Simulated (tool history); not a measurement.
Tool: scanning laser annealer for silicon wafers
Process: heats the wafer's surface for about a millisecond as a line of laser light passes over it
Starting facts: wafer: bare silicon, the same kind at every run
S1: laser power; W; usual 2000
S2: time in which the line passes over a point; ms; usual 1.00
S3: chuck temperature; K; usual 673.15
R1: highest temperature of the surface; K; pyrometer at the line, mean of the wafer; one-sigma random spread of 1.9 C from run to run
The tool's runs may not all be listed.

run 1 day=0.000 | S1=2000 S2=1.00 S3=673.15 | R1=1367.15
run 2 day=1.362 | S1=2000 S2=1.00 S3=673.15 | R1=1369.15
run 3 day=4.000 | S1=2000 S2=1.00 S3=673.15 | R1=1363.15
run 4 day=6.146 | S1=2000 S2=1.00 S3=673.15 | R1=1361.15
run 5 day=7.942 | S1=2000 S2=1.00 S3=673.15 | R1=1362.15
run 6 day=10.421 | S1=2000 S2=1.00 S3=673.15 | R1=1356.15
run 7 day=12.033 | S1=2000 S2=1.00 S3=673.15 | R1=1353.15
run 8 day=14.046 | S1=2000 S2=1.00 S3=673.15 | R1=1355.15
run 9 day=15.771 | S1=2000 S2=1.00 S3=673.15 | R1=1348.15
run 10 day=17.429 | S1=2000 S2=1.00 S3=673.15 | R1=1349.15
run 11 day=20.238 | S1=1870 S2=1.00 S3=673.15 | R1=1292.15
-- day=21.567 optics aligned, line set to its width
run 12 day=22.579 | S1=2000 S2=1.00 S3=656.15 | R1=1343.15
run 13 day=24.317 | S1=2000 S2=1.00 S3=656.15 | R1=1341.15
run 14 day=26.342 | S1=2000 S2=0.77 S3=673.15 | R1=1263.15
run 15 day=28.554 | S1=2000 S2=1.00 S3=673.15 | R1=1352.15
run 16 day=30.250 | S1=2000 S2=1.00 S3=673.15 | R1=1349.15
run 17 day=32.967 | S1=2000 S2=1.00 S3=673.15 | R1=1343.15
run 18 day=34.975 | S1=2000 S2=1.00 S3=673.15 | R1=1343.15
run 19 day=36.204 | S1=2000 S2=1.00 S3=673.15 | R1=1338.15
run 20 day=38.275 | S1=2000 S2=1.00 S3=673.15 | R1=1340.15
run 21 day=39.525 | S1=2000 S2=1.00 S3=673.15 | R1=1337.15
run 22 day=41.879 | S1=1824 S2=0.73 S3=673.15 | R1=1173.15
run 23 day=43.075 | S1=1824 S2=0.73 S3=673.15 | R1=1168.15
-- day=43.625 window over the wafer cleaned
run 24 day=45.204 | S1=1886 S2=0.81 S3=673.15 | R1=1251.15
run 25 day=47.833 | S1=1787 S2=0.94 S3=700.15 | R1=1284.15
run 26 day=50.579 | S1=1787 S2=0.94 S3=700.15 | R1=1281.15
run 27 day=51.833 | S1=1787 S2=0.94 S3=700.15 | R1=1279.15
run 28 day=53.404 | S1=1787 S2=0.94 S3=700.15 | R1=1277.15
run 29 day=55.471 | S1=2017 S2=0.81 S3=681.15 | R1=1300.15
run 30 day=57.075 | S1=2175 S2=0.90 S3=673.15 | R1=1394.15
run 31 day=58.929 | S1=1897 S2=0.86 S3=695.15 | R1=1284.15
run 32 day=60.504 | S1=2043 S2=0.86 S3=657.15 | R1=1306.15
run 33 day=62.217 | S1=1988 S2=0.86 S3=690.15 | R1=1311.15
run 34 day=63.846 | S1=1988 S2=0.86 S3=690.15 | R1=1310.15
run 35 day=66.458 | S1=1988 S2=0.86 S3=690.15 | R1=1304.15
run 36 day=68.775 | S1=2000 S2=0.88 S3=707.15 | R1=1333.15
run 37 day=71.117 | S1=2000 S2=1.00 S3=669.15 | R1=1337.15
run 38 day=73.946 | S1=2000 S2=1.00 S3=637.15 | R1=1303.15
run 39 day=75.700 | S1=2000 S2=1.00 S3=673.15 | R1=1333.15
run 40 day=77.671 | S1=2184 S2=1.11 S3=673.15 | R1=1456.15
run 41 day=79.179 | S1=2184 S2=1.11 S3=673.15 | R1=1457.15
run 42 day=81.600 | S1=2184 S2=1.12 S3=692.15 | R1=1474.15

Predict each of these 3 candidate next runs independently; none follows another, all start after run 42:
run A day=82.775 | S1=1941 S2=1.14 S3=673.15 | R1=?
run B day=82.775 | S1=2000 S2=1.00 S3=645.15 | R1=?
run C day=82.775 | S1=2000 S2=0.74 S3=666.15 | R1=?

run=A R1=1350.15
run=B R1=1301.15
run=C R1=1226.15
Stripped of hidden state, with their random variation kept, the same runs would have yielded:
run=A R1=1410.15
run=B R1=1359.15
run=C R1=1276.15
